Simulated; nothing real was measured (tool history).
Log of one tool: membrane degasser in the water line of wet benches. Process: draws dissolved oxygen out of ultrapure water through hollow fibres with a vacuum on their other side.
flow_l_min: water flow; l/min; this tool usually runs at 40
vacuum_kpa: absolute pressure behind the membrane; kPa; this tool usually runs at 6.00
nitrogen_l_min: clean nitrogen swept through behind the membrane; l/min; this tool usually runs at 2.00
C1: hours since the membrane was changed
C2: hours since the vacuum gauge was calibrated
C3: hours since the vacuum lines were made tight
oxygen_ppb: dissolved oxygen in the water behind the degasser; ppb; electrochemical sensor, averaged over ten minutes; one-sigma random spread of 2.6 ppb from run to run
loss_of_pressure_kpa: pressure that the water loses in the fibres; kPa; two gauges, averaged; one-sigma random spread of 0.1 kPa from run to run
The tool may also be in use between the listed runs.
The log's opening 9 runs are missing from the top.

{"run": 10, "day": 91.371, "flow_l_min": 40, "vacuum_kpa": 6.0, "nitrogen_l_min": 2.0, "C1": 9298, "C2": 1160, "C3": 3364, "oxygen_ppb": 415.9, "loss_of_pressure_kpa": 45.32}
{"run": 11, "day": 104.233, "flow_l_min": 40, "vacuum_kpa": 6.0, "nitrogen_l_min": 0.9, "C1": 9606, "C2": 1469, "C3": 3673, "oxygen_ppb": 522.2, "loss_of_pressure_kpa": 45.1}
{"run": 12, "day": 116.229, "flow_l_min": 40, "vacuum_kpa": 6.0, "nitrogen_l_min": 0.9, "C1": 9894, "C2": 1757, "C3": 3961, "oxygen_ppb": 521.5, "loss_of_pressure_kpa": 45.34}
{"run": 13, "day": 123.371, "flow_l_min": 41, "vacuum_kpa": 6.0, "nitrogen_l_min": 2.0, "C1": 10066, "C2": 1928, "C3": 4132, "oxygen_ppb": 429.8, "loss_of_pressure_kpa": 46.27}
{"run": 14, "day": 134.925, "flow_l_min": 41, "vacuum_kpa": 6.0, "nitrogen_l_min": 2.0, "C1": 10343, "C2": 2205, "C3": 4409, "oxygen_ppb": 424.4, "loss_of_pressure_kpa": 46.24}
{"run": 15, "day": 141.075, "flow_l_min": 41, "vacuum_kpa": 6.0, "nitrogen_l_min": 2.0, "C1": 10491, "C2": 2353, "C3": 4557, "oxygen_ppb": 434.7, "loss_of_pressure_kpa": 46.44}
{"run": 16, "day": 148.467, "flow_l_min": 41, "vacuum_kpa": 6.0, "nitrogen_l_min": 2.0, "C1": 10668, "C2": 2530, "C3": 4734, "oxygen_ppb": 434.6, "loss_of_pressure_kpa": 46.22}
{"run": 17, "day": 160.033, "flow_l_min": 53, "vacuum_kpa": 8.42, "nitrogen_l_min": 5.39, "C1": 10946, "C2": 2808, "C3": 5012, "oxygen_ppb": 534.7, "loss_of_pressure_kpa": 59.79}
{"run": 18, "day": 167.075, "flow_l_min": 31, "vacuum_kpa": 14.63, "nitrogen_l_min": 5.71, "C1": 11115, "C2": 2977, "C3": 5181, "oxygen_ppb": 354.8, "loss_of_pressure_kpa": 34.96}
{"run": 19, "day": 178.225, "flow_l_min": 31, "vacuum_kpa": 14.63, "nitrogen_l_min": 5.71, "C1": 11382, "C2": 3245, "C3": 5449, "oxygen_ppb": 353.1, "loss_of_pressure_kpa": 35.13}
{"run": 20, "day": 184.229, "flow_l_min": 40, "vacuum_kpa": 6.0, "nitrogen_l_min": 2.03, "C1": 11526, "C2": 3389, "C3": 5593, "oxygen_ppb": 413.2, "loss_of_pressure_kpa": 45.23}
{"run": 21, "day": 194.942, "flow_l_min": 40, "vacuum_kpa": 6.0, "nitrogen_l_min": 2.03, "C1": 11783, "C2": 3646, "C3": 5850, "oxygen_ppb": 417.2, "loss_of_pressure_kpa": 45.14}
{"run": 22, "day": 204.812, "flow_l_min": 40, "vacuum_kpa": 10.64, "nitrogen_l_min": 1.43, "C1": 12020, "C2": 3883, "C3": 6087, "oxygen_ppb": 692.3, "loss_of_pressure_kpa": 45.2}
{"run": 23, "day": 217.788, "flow_l_min": 44, "vacuum_kpa": 6.54, "nitrogen_l_min": 1.16, "C1": 12332, "C2": 4194, "C3": 6398, "oxygen_ppb": 572.0, "loss_of_pressure_kpa": 49.44}
{"run": 24, "day": 224.338, "flow_l_min": 44, "vacuum_kpa": 6.54, "nitrogen_l_min": 1.16, "C1": 12489, "C2": 4351, "C3": 6555, "oxygen_ppb": 578.4, "loss_of_pressure_kpa": 49.75}
{"run": 25, "day": 236.208, "flow_l_min": 44, "vacuum_kpa": 9.12, "nitrogen_l_min": 3.66, "C1": 12774, "C2": 4636, "C3": 6840, "oxygen_ppb": 488.5, "loss_of_pressure_kpa": 49.6}
{"run": 26, "day": 245.825, "flow_l_min": 26, "vacuum_kpa": 7.54, "nitrogen_l_min": 1.49, "C1": 13005, "C2": 4867, "C3": 7071, "oxygen_ppb": 322.9, "loss_of_pressure_kpa": 29.36}
{"run": 27, "day": 257.871, "flow_l_min": 40, "vacuum_kpa": 7.54, "nitrogen_l_min": 1.46, "C1": 13294, "C2": 5156, "C3": 7360, "oxygen_ppb": 534.4, "loss_of_pressure_kpa": 45.11}
{"run": 28, "day": 264.154, "flow_l_min": 40, "vacuum_kpa": 7.54, "nitrogen_l_min": 1.46, "C1": 13444, "C2": 5307, "C3": 7511, "oxygen_ppb": 541.6, "loss_of_pressure_kpa": 45.26}
{"run": 29, "day": 272.675, "flow_l_min": 40, "vacuum_kpa": 7.54, "nitrogen_l_min": 1.46, "C1": 13649, "C2": 5511, "C3": 7715, "oxygen_ppb": 529.6, "loss_of_pressure_kpa": 45.05}
{"run": 30, "day": 286.346, "flow_l_min": 47, "vacuum_kpa": 7.54, "nitrogen_l_min": 1.92, "C1": 13977, "C2": 5839, "C3": 8044, "oxygen_ppb": 576.1, "loss_of_pressure_kpa": 53.07}
{"day": 288.35, "done": "seals of the vacuum lines changed"}
{"run": 31, "day": 292.633, "flow_l_min": 47, "vacuum_kpa": 7.54, "nitrogen_l_min": 1.92, "C1": 14126, "C2": 5988, "C3": 103, "oxygen_ppb": 577.3, "loss_of_pressure_kpa": 53.1}

Run 32, settings as shown, results not yet in. Your forecast:
{"run": 32, "day": 305.962, "flow_l_min": 40, "vacuum_kpa": 4.95, "nitrogen_l_min": 5.63, "C1": 14446, "C2": 6308, "C3": 423, "oxygen_ppb": "?", "loss_of_pressure_kpa": "?"}

{"run 32": {"oxygen_ppb": 329.7, "loss_of_pressure_kpa": 45.03}}
On a tool with no hidden condition, and with the same random variation, this run would have come out at oxygen_ppb 328.9 ppb, loss_of_pressure_kpa 45.00 kPa.

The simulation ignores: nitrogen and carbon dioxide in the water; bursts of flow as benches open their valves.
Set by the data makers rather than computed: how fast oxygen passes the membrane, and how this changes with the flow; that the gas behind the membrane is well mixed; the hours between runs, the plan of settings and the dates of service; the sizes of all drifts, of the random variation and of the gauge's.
